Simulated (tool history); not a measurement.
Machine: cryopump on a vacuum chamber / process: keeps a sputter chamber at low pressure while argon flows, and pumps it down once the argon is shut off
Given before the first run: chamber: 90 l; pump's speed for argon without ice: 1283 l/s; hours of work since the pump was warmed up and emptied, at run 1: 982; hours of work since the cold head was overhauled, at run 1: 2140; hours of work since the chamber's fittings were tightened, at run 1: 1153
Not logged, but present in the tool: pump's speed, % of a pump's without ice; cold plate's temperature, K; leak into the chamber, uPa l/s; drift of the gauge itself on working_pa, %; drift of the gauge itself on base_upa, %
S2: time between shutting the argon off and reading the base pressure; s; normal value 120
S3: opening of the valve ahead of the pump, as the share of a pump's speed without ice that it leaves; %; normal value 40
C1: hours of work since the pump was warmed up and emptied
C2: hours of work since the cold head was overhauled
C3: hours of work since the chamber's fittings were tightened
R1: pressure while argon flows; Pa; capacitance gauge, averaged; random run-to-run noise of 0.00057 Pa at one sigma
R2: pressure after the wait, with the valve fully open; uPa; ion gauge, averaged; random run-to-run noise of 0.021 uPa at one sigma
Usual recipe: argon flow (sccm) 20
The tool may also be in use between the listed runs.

{"run": 1, "hour": 0.0, "argon flow (sccm)": 20, "S2": 120, "S3": 40, "C1": 982, "C2": 2140, "C3": 1153, "R1": 0.0719, "R2": 1.51}
{"run": 2, "hour": 72.3, "argon flow (sccm)": 20, "S2": 120, "S3": 40, "C1": 1022, "C2": 2179, "C3": 1193, "R1": 0.0727, "R2": 1.55}
{"run": 3, "hour": 134.9, "argon flow (sccm)": 20, "S2": 120, "S3": 32, "C1": 1056, "C2": 2214, "C3": 1227, "R1": 0.089, "R2": 1.56}
{"run": 4, "hour": 210.8, "argon flow (sccm)": 20, "S2": 120, "S3": 32, "C1": 1098, "C2": 2255, "C3": 1269, "R1": 0.0899, "R2": 1.6}
{"hour": 280.5, "done": "pump warmed up, emptied and cooled again"}
{"run": 5, "hour": 324.5, "argon flow (sccm)": 20, "S2": 120, "S3": 46, "C1": 24, "C2": 2315, "C3": 1328, "R1": 0.0576, "R2": 1.44}
{"run": 6, "hour": 410.2, "argon flow (sccm)": 20, "S2": 120, "S3": 46, "C1": 71, "C2": 2362, "C3": 1375, "R1": 0.0578, "R2": 1.53}
{"run": 7, "hour": 488.9, "argon flow (sccm)": 20, "S2": 120, "S3": 40, "C1": 114, "C2": 2405, "C3": 1418, "R1": 0.067, "R2": 1.46}
{"run": 8, "hour": 585.0, "argon flow (sccm)": 20, "S2": 208, "S3": 40, "C1": 167, "C2": 2458, "C3": 1471, "R1": 0.0673, "R2": 1.46}
{"run": 9, "hour": 686.0, "argon flow (sccm)": 20, "S2": 208, "S3": 40, "C1": 222, "C2": 2513, "C3": 1526, "R1": 0.0679, "R2": 1.5}
{"run": 10, "hour": 752.9, "argon flow (sccm)": 20, "S2": 208, "S3": 40, "C1": 259, "C2": 2550, "C3": 1563, "R1": 0.0673, "R2": 1.59}
{"run": 11, "hour": 799.2, "argon flow (sccm)": 20, "S2": 120, "S3": 26, "C1": 284, "C2": 2575, "C3": 1588, "R1": 0.1043, "R2": 1.61}
{"run": 12, "hour": 861.5, "argon flow (sccm)": 20, "S2": 120, "S3": 26, "C1": 319, "C2": 2609, "C3": 1623, "R1": 0.1036, "R2": 1.71}
{"run": 13, "hour": 943.0, "argon flow (sccm)": 20, "S2": 120, "S3": 26, "C1": 363, "C2": 2654, "C3": 1667, "R1": 0.1039, "R2": 1.74}
{"run": 14, "hour": 1019.3, "argon flow (sccm)": 20, "S2": 120, "S3": 17, "C1": 405, "C2": 2696, "C3": 1709, "R1": 0.1573, "R2": 1.83}
{"run": 15, "hour": 1068.2, "argon flow (sccm)": 20, "S2": 120, "S3": 17, "C1": 432, "C2": 2723, "C3": 1736, "R1": 0.1588, "R2": 1.84}
{"run": 16, "hour": 1117.3, "argon flow (sccm)": 20, "S2": 120, "S3": 40, "C1": 459, "C2": 2749, "C3": 1763, "R1": 0.0692, "R2": 1.9}
{"run": 17, "hour": 1164.9, "argon flow (sccm)": 20, "S2": 120, "S3": 40, "C1": 485, "C2": 2776, "C3": 1789, "R1": 0.0688, "R2": 1.89}
{"run": 18, "hour": 1217.7, "argon flow (sccm)": 37, "S2": 25, "S3": 42, "C1": 514, "C2": 2805, "C3": 1818, "R1": 0.1217, "R2": 2.79}
{"run": 19, "hour": 1308.9, "argon flow (sccm)": 34, "S2": 25, "S3": 41, "C1": 564, "C2": 2855, "C3": 1868, "R1": 0.1157, "R2": 2.76}
{"run": 20, "hour": 1355.7, "argon flow (sccm)": 9, "S2": 120, "S3": 51, "C1": 590, "C2": 2880, "C3": 1894, "R1": 0.0251, "R2": 1.94}
{"run": 21, "hour": 1453.8, "argon flow (sccm)": 40, "S2": 120, "S3": 56, "C1": 643, "C2": 2934, "C3": 1947, "R1": 0.1025, "R2": 2.05}
{"run": 22, "hour": 1505.5, "argon flow (sccm)": 37, "S2": 180, "S3": 48, "C1": 672, "C2": 2962, "C3": 1976, "R1": 0.1093, "R2": 2.12}
{"run": 23, "hour": 1607.5, "argon flow (sccm)": 24, "S2": 180, "S3": 55, "C1": 728, "C2": 3018, "C3": 2032, "R1": 0.0617, "R2": 2.05}
{"run": 24, "hour": 1694.6, "argon flow (sccm)": 9, "S2": 69, "S3": 26, "C1": 775, "C2": 3066, "C3": 2079, "R1": 0.0481, "R2": 2.35}
{"run": 25, "hour": 1751.0, "argon flow (sccm)": 9, "S2": 25, "S3": 55, "C1": 806, "C2": 3097, "C3": 2110, "R1": 0.0249, "R2": 3.06}
{"run": 26, "hour": 1842.1, "argon flow (sccm)": 18, "S2": 240, "S3": 44, "C1": 856, "C2": 3147, "C3": 2160, "R1": 0.0583, "R2": 2.2}
{"run": 27, "hour": 1889.7, "argon flow (sccm)": 25, "S2": 20, "S3": 33, "C1": 882, "C2": 3173, "C3": 2186, "R1": 0.1063, "R2": 3.44}
{"run": 28, "hour": 1977.1, "argon flow (sccm)": 21, "S2": 21, "S3": 16, "C1": 930, "C2": 3221, "C3": 2234, "R1": 0.1781, "R2": 3.48}
{"run": 29, "hour": 2023.4, "argon flow (sccm)": 40, "S2": 252, "S3": 30, "C1": 956, "C2": 3246, "C3": 2260, "R1": 0.1882, "R2": 2.4}
{"run": 30, "hour": 2086.3, "argon flow (sccm)": 20, "S2": 120, "S3": 40, "C1": 990, "C2": 3281, "C3": 2294, "R1": 0.0719, "R2": 2.56}
{"run": 31, "hour": 2138.0, "argon flow (sccm)": 20, "S2": 42, "S3": 49, "C1": 1018, "C2": 3309, "C3": 2322, "R1": 0.0605, "R2": 3.05}
{"run": 32, "hour": 2198.3, "argon flow (sccm)": 20, "S2": 152, "S3": 38, "C1": 1051, "C2": 3342, "C3": 2356, "R1": 0.0748, "R2": 2.47}
{"run": 33, "hour": 2252.0, "argon flow (sccm)": 20, "S2": 152, "S3": 38, "C1": 1081, "C2": 3372, "C3": 2385, "R1": 0.0759, "R2": 2.62}
{"hour": 2349.9, "done": "pump warmed up, emptied and cooled again"}
{"run": 34, "hour": 2357.6, "argon flow (sccm)": 20, "S2": 152, "S3": 38, "C1": 4, "C2": 3427, "C3": 2440, "R1": 0.0688, "R2": 2.25}

Each row is a separate what-if for the run after 34, all from the same tool condition, not one after another. Results?
{"run": "A", "hour": 2442.1, "argon flow (sccm)": 20, "S2": 57, "S3": 38, "C1": 51, "C2": 3473, "C3": 2486, "R1": "?", "R2": "?"}
{"run": "B", "hour": 2442.1, "argon flow (sccm)": 33, "S2": 136, "S3": 38, "C1": 51, "C2": 3473, "C3": 2486, "R1": "?", "R2": "?"}
{"run": "C", "hour": 2442.1, "argon flow (sccm)": 26, "S2": 152, "S3": 54, "C1": 51, "C2": 3473, "C3": 2486, "R1": "?", "R2": "?"}

run=A R1=0.0697 R2=2.56
run=B R1=0.1157 R2=2.33
run=C R1=0.0647 R2=2.20
What these runs would have given with no unlogged condition in the tool:
run=A R1=0.0686 R2=0.71
run=B R1=0.1140 R2=0.43
run=C R1=0.0634 R2=0.40
